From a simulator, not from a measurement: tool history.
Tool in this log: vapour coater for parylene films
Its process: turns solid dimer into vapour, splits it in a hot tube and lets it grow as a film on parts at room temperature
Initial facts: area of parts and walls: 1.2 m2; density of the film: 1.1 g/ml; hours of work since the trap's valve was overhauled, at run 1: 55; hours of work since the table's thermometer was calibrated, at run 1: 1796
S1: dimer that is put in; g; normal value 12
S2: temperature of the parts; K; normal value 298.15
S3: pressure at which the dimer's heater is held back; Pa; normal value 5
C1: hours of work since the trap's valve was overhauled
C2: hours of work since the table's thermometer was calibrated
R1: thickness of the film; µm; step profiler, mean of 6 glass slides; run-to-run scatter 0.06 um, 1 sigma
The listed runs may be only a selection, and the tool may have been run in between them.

| run | day | S1 | S2 | S3 | C1 | C2 | R1 |
|---|---|---|---|---|---|---|---|
| 1 | 0 | 12 | 298.15 | 5 | 55 | 1796 | 6.56 |
| 2 | 2.721 | 12 | 299.15 | 5 | 96 | 1837 | 6.19 |
| 3 | 4.192 | 12 | 299.15 | 5 | 118 | 1859 | 6.06 |
| 4 | 6.796 | 12 | 299.15 | 5 | 157 | 1899 | 5.98 |
|  | 8.921 | table's thermometer calibrated |
| 5 | 9.038 | 12 | 299.15 | 5 | 190 | 2 | 6.18 |
| 6 | 12.538 | 12 | 299.15 | 5 | 243 | 55 | 6.02 |
| 7 | 14.6 | 17 | 298.15 | 5 | 274 | 86 | 8.73 |
|  | 16.121 | trap's valve overhauled |
| 8 | 16.971 | 17 | 298.15 | 5 | 13 | 119 | 7.7 |
| 9 | 19.612 | 17 | 304.15 | 5 | 53 | 159 | 6.01 |
| 10 | 21.45 | 12 | 298.15 | 6.42 | 81 | 187 | 5.07 |
| 11 | 24.258 | 12 | 298.15 | 6.42 | 123 | 229 | 4.87 |
|  | 26.462 | trap's valve overhauled, once more |
| 12 | 26.983 | 12 | 298.15 | 2.07 | 8 | 268 | 7.6 |
| 13 | 29.258 | 12 | 298.15 | 5 | 42 | 302 | 6.79 |
| 14 | 31.725 | 12 | 301.15 | 5 | 79 | 339 | 6.15 |
| 15 | 34.867 | 12 | 301.15 | 5 | 127 | 387 | 5.92 |
| 16 | 38.083 | 12 | 301.15 | 5 | 175 | 435 | 5.65 |
| 17 | 40.162 | 12 | 301.15 | 5 | 207 | 467 | 5.58 |
| 18 | 42.604 | 12 | 298.15 | 5 | 244 | 504 | 6.05 |
| 19 | 45.175 | 12 | 298.15 | 5 | 283 | 543 | 6.01 |
|  | 46.108 | trap's valve overhauled |
| 20 | 48.554 | 12 | 298.15 | 5 | 37 | 591 | 6.88 |
| 21 | 50.029 | 12 | 298.15 | 5 | 59 | 613 | 6.86 |
| 22 | 52.971 | 12 | 298.15 | 7.46 | 104 | 658 | 6.37 |
| 23 | 54.583 | 12 | 298.15 | 7.46 | 128 | 682 | 6.24 |
| 24 | 57.688 | 12 | 298.15 | 10.39 | 175 | 729 | 5.91 |
| 25 | 60.979 | 13 | 291.15 | 6.1 | 225 | 779 | 8.32 |
| 26 | 62.825 | 6 | 291.15 | 11.5 | 252 | 807 | 3.67 |
| 27 | 65.333 | 6 | 291.15 | 11.5 | 290 | 844 | 3.5 |
|  | 65.788 | trap's valve overhauled |
| 28 | 67.746 | 12 | 298.15 | 4.34 | 30 | 878 | 6.85 |
| 29 | 69.854 | 13 | 298.15 | 4.64 | 61 | 910 | 7.35 |
| 30 | 73.167 | 14 | 290.15 | 8.28 | 111 | 960 | 9.68 |
| 31 | 75.358 | 22 | 300.15 | 5.95 | 145 | 993 | 10.66 |
| 32 | 76.883 | 22 | 300.15 | 5.95 | 168 | 1016 | 10.64 |
| 33 | 79.688 | 22 | 300.15 | 5.95 | 210 | 1059 | 10.22 |
| 34 | 81.258 | 6 | 292.15 | 6.89 | 234 | 1082 | 3.66 |
| 35 | 83.921 | 14 | 295.15 | 10.91 | 274 | 1123 | 7.23 |
|  | 85.567 | trap's valve overhauled |
| 36 | 85.725 | 14 | 295.15 | 10.91 | 2 | 1147 | 8.28 |
| 37 | 87.383 | 14 | 295.15 | 10.91 | 27 | 1172 | 8.17 |
| 38 | 90.383 | 11 | 295.15 | 5.7 | 73 | 1218 | 6.73 |
| 39 | 92.046 | 5 | 298.15 | 8.03 | 98 | 1243 | 2.62 |
| 40 | 95.45 | 5 | 298.15 | 8.03 | 149 | 1294 | 2.53 |
| 41 | 97.262 | 7 | 298.15 | 4.4 | 177 | 1322 | 3.71 |
| 42 | 100.096 | 12 | 292.15 | 4.75 | 219 | 1364 | 7.51 |
| 43 | 103.092 | 12 | 298.15 | 11.13 | 265 | 1410 | 5.49 |
|  | 105.146 | trap's valve overhauled |
| 44 | 105.75 | 12 | 298.15 | 2.27 | 9 | 1447 | 7.25 |
| 45 | 108.246 | 21 | 292.15 | 2.33 | 47 | 1485 | 15.4 |
| 46 | 111.3 | 14 | 309.15 | 9.27 | 93 | 1531 | 4.8 |
| 47 | 113.533 | 10 | 298.15 | 9.91 | 127 | 1565 | 4.91 |
| 48 | 116.65 | 21 | 296.15 | 5.25 | 174 | 1612 | 11.45 |

Measured minus without-hidden-state, run by run (identical run-to-run variation in each term; gauge scatter may differ):
What the log doesn't record here: vapour lost through the trap's worn valve, %; true temperature of the parts over the reading, C; drift of the gauge itself on film_um, %.
| run | R1 |
|---|---|
| 1 | -0.53 |
| 2 | -0.67 |
| 3 | -0.73 |
| 4 | -0.87 |
| 5 | -0.6 |
| 6 | -0.78 |
| 7 | -1.31 |
| 8 | -2.32 |
| 9 | -2.06 |
| 10 | -1.88 |
| 11 | -2 |
| 12 | -0.05 |
| 13 | -0.17 |
| 14 | -0.29 |
| 15 | -0.45 |
| 16 | -0.61 |
| 17 | -0.72 |
| 18 | -0.94 |
| 19 | -1.11 |
| 20 | -0.23 |
| 21 | -0.32 |
| 22 | -0.48 |
| 23 | -0.56 |
| 24 | -0.71 |
| 25 | -1.27 |
| 26 | -0.64 |
| 27 | -0.72 |
| 28 | -0.3 |
| 29 | -0.44 |
| 30 | -0.76 |
| 31 | -1.18 |
| 32 | -1.36 |
| 33 | -1.59 |
| 34 | -0.63 |
| 35 | -1.46 |
| 36 | -0.26 |
| 37 | -0.36 |
| 38 | -0.49 |
| 39 | -0.23 |
| 40 | -0.29 |
| 41 | -0.51 |
| 42 | -1.27 |
| 43 | -1.12 |
| 44 | -0.32 |
| 45 | -0.41 |
| 46 | -0.46 |
| 47 | -0.57 |
| 48 | -1.69 |

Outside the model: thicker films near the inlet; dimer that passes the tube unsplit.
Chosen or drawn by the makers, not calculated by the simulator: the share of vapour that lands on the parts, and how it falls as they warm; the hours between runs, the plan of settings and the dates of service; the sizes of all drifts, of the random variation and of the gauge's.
